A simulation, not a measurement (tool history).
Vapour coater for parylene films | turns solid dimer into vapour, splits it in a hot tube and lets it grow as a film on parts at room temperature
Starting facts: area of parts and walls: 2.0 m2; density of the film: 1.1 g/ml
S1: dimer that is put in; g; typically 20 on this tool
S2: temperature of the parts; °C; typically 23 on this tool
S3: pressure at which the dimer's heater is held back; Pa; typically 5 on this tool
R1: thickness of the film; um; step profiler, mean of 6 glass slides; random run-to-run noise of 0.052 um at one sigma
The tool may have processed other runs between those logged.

run	hour	S1	S2	S3	R1
1	0	20	23	5	6.61
2	51.6	20	23	5	6.4
3	92.5	20	23	5	6.36
4	127.5	20	23	5	6.21
5	171.9	20	23	5	6.1
# hour 189.7: trap's valve overhauled
6	200.3	20	23	5.09	6.83
7	236.8	20	23	5.09	6.68
# hour 241.5: table's thermometer calibrated
8	287.1	20	23	5	6.62
9	321.6	20	23	5	6.5
# hour 327.3: table's thermometer calibrated, once more
10	368.6	26	23	7.52	7.45
11	394.8	15	17	4.8	6.15
12	431	16	18	9.73	5.29
# hour 464.7: trap's valve overhauled
13	465.8	16	18	9.73	5.82
14	503.2	32	26	3.53	10.15
15	537.3	32	26	3.53	9.92
16	580.4	20	23	5.67	6.27
17	617.8	20	16	2.23	8.4
18	659.6	11	28	8.91	2.35

Predict each of these 4 candidate next runs independently; none follows another, all start after run 18:
A	685.9	16	28	8.91	?
B	685.9	11	26	8.91	?
C	685.9	20	23	5	?
D	685.9	11	34	10.47	?

run	R1
A	3.51
B	2.58
C	6.2
D	1.79
With no hidden state in the tool, these same runs would have given:
run	R1
A	3.84
B	2.82
C	6.79
D	1.96
